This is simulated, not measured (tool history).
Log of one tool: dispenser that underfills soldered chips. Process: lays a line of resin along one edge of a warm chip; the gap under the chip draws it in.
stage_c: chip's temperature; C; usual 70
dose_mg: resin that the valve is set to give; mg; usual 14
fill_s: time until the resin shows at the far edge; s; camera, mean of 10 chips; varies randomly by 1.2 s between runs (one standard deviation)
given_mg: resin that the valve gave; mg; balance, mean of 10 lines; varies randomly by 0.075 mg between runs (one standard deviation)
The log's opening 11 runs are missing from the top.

{"day": 2.033, "done": "new syringe of resin"}
{"run": 12, "day": 2.142, "stage_c": 70, "dose_mg": 14, "fill_s": 127.9, "given_mg": 12.74}
{"day": 2.221, "done": "dispensing valve cleaned and set on the balance"}
{"run": 13, "day": 2.35, "stage_c": 70, "dose_mg": 14, "fill_s": 140.3, "given_mg": 14.11}
{"run": 14, "day": 2.467, "stage_c": 70, "dose_mg": 14, "fill_s": 150.8, "given_mg": 14.02}
{"day": 2.688, "done": "new syringe of resin"}
{"run": 15, "day": 2.688, "stage_c": 70, "dose_mg": 16.6, "fill_s": 117.6, "given_mg": 16.56}
{"run": 16, "day": 2.829, "stage_c": 70, "dose_mg": 16.6, "fill_s": 128.1, "given_mg": 16.58}
{"run": 17, "day": 2.983, "stage_c": 70, "dose_mg": 14, "fill_s": 142.3, "given_mg": 14.03}
{"run": 18, "day": 3.175, "stage_c": 63, "dose_mg": 13.2, "fill_s": 210.7, "given_mg": 13.04}
{"day": 3.312, "done": "new syringe of resin"}
{"run": 19, "day": 3.392, "stage_c": 62, "dose_mg": 18, "fill_s": 163.8, "given_mg": 17.98}
{"run": 20, "day": 3.517, "stage_c": 62, "dose_mg": 18, "fill_s": 175.5, "given_mg": 17.7}
{"run": 21, "day": 3.7, "stage_c": 62, "dose_mg": 18, "fill_s": 201.6, "given_mg": 17.74}
{"run": 22, "day": 3.908, "stage_c": 62, "dose_mg": 18, "fill_s": 230.5, "given_mg": 17.81}
{"day": 3.942, "done": "new syringe of resin"}
{"run": 23, "day": 4.15, "stage_c": 62, "dose_mg": 13, "fill_s": 179.3, "given_mg": 12.7}
{"run": 24, "day": 4.325, "stage_c": 74, "dose_mg": 17.5, "fill_s": 132.8, "given_mg": 17.13}
{"run": 25, "day": 4.488, "stage_c": 81, "dose_mg": 11.9, "fill_s": 122.4, "given_mg": 11.48}
{"day": 4.558, "done": "new syringe of resin"}
{"run": 26, "day": 4.629, "stage_c": 67, "dose_mg": 14, "fill_s": 135.2, "given_mg": 13.61}
{"run": 27, "day": 4.771, "stage_c": 81, "dose_mg": 13.4, "fill_s": 97, "given_mg": 13.05}
{"run": 28, "day": 4.971, "stage_c": 57, "dose_mg": 15.1, "fill_s": 246.4, "given_mg": 14.72}
{"run": 29, "day": 5.138, "stage_c": 61, "dose_mg": 13.6, "fill_s": 242.4, "given_mg": 13.2}
{"day": 5.179, "done": "new syringe of resin"}
{"run": 30, "day": 5.321, "stage_c": 78, "dose_mg": 12.9, "fill_s": 95.2, "given_mg": 12.51}
{"run": 31, "day": 5.467, "stage_c": 74, "dose_mg": 15.9, "fill_s": 120.3, "given_mg": 15.32}
{"run": 32, "day": 5.571, "stage_c": 74, "dose_mg": 15.9, "fill_s": 128.2, "given_mg": 15.24}
{"day": 5.796, "done": "new syringe of resin"}
{"run": 33, "day": 5.796, "stage_c": 74, "dose_mg": 15.9, "fill_s": 101.5, "given_mg": 15.29}

Below are 5 alternative next runs, each starting from the tool's condition after run 33. Predict each:
{"run": "A", "day": 5.962, "stage_c": 81, "dose_mg": 14, "fill_s": "?", "given_mg": "?"}
{"run": "B", "day": 5.962, "stage_c": 70, "dose_mg": 13.3, "fill_s": "?", "given_mg": "?"}
{"run": "C", "day": 5.962, "stage_c": 74, "dose_mg": 12.6, "fill_s": "?", "given_mg": "?"}
{"run": "D", "day": 5.962, "stage_c": 80, "dose_mg": 15.4, "fill_s": "?", "given_mg": "?"}
{"run": "E", "day": 5.962, "stage_c": 84, "dose_mg": 17.7, "fill_s": "?", "given_mg": "?"}

run=A fill_s=92.3 given_mg=13.24
run=B fill_s=132.6 given_mg=12.7
run=C fill_s=116.6 given_mg=11.99
run=D fill_s=91.5 given_mg=14.8
run=E fill_s=82.1 given_mg=16.92
What these runs would have given with no unlogged condition in the tool:
run=A fill_s=84.2 given_mg=13.87
run=B fill_s=121 given_mg=13.3
run=C fill_s=106.1 given_mg=12.55
run=D fill_s=83.6 given_mg=15.49
run=E fill_s=75.2 given_mg=17.72
